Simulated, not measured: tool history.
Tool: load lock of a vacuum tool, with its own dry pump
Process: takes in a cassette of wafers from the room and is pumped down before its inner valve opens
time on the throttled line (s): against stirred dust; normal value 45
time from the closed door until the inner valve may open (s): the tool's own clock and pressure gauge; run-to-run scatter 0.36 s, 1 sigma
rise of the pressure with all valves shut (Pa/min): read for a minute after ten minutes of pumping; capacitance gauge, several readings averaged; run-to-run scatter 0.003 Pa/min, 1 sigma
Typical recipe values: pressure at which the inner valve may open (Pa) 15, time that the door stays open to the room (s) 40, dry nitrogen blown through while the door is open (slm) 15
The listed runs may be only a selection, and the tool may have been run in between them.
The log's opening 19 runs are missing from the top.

run,day,time on the throttled line (s),pressure at which the inner valve may open (Pa),time that the door stays open to the room (s),dry nitrogen blown through while the door is open (slm),"incoming humidity of the room's air, %",time from the closed door until the inner valve may open (s),rise of the pressure with all valves shut (Pa/min)
20,120.883,29,16,40,15,44.8,55,0.04
21,127.483,65,14,34,15,43.2,84.9,0.033
22,131.708,65,14,34,15,40.2,84.5,0.035
23,140.546,62,12,40,15,42.4,82.4,0.037
24,147.133,45,21,40,15,45.4,66.7,0.038
25,156.725,24,12,41,22,44.6,51,0.034
26,163.796,24,12,41,22,47.2,50.7,0.036
27,167.983,24,12,41,22,45.8,51.5,0.034
28,177.733,79,27,40,33,43.5,94.1,0.032
29,183.154,45,15,40,7,46.2,68.4,0.047
30,188.242,24,15,40,15,42.8,50.6,0.04
31,196.067,24,23,195,15,44,48.8,0.061
32,201.579,45,15,191,15,41.5,68,0.055
33,208.546,86,13,102,4,43.3,102.4,0.064
34,217.904,29,13,102,4,45.2,55.4,0.067
35,227.025,40,24,86,10,45.6,62.4,0.059
36,234.642,47,11,40,15,42.8,70.4,0.036
37,244.196,47,11,40,15,47.4,70.9,0.043

Forecast each of these 4 alternatives for the next run:
A,250.638,45,15,48,15,43.4,?,?
B,250.638,45,28,40,15,40.6,?,?
C,250.638,47,11,40,19,46.5,?,?
D,250.638,24,15,40,21,41.7,?,?

run,time from the closed door until the inner valve may open (s),rise of the pressure with all valves shut (Pa/min)
A,67.9,0.04
B,65.6,0.042
C,70.6,0.039
D,50.5,0.029
The same runs, with their run-to-run variation unchanged, on a tool lacking any hidden condition would have given:
run,time from the closed door until the inner valve may open (s),rise of the pressure with all valves shut (Pa/min)
A,67.8,0.039
B,65.6,0.041
C,70.6,0.038
D,50.4,0.029
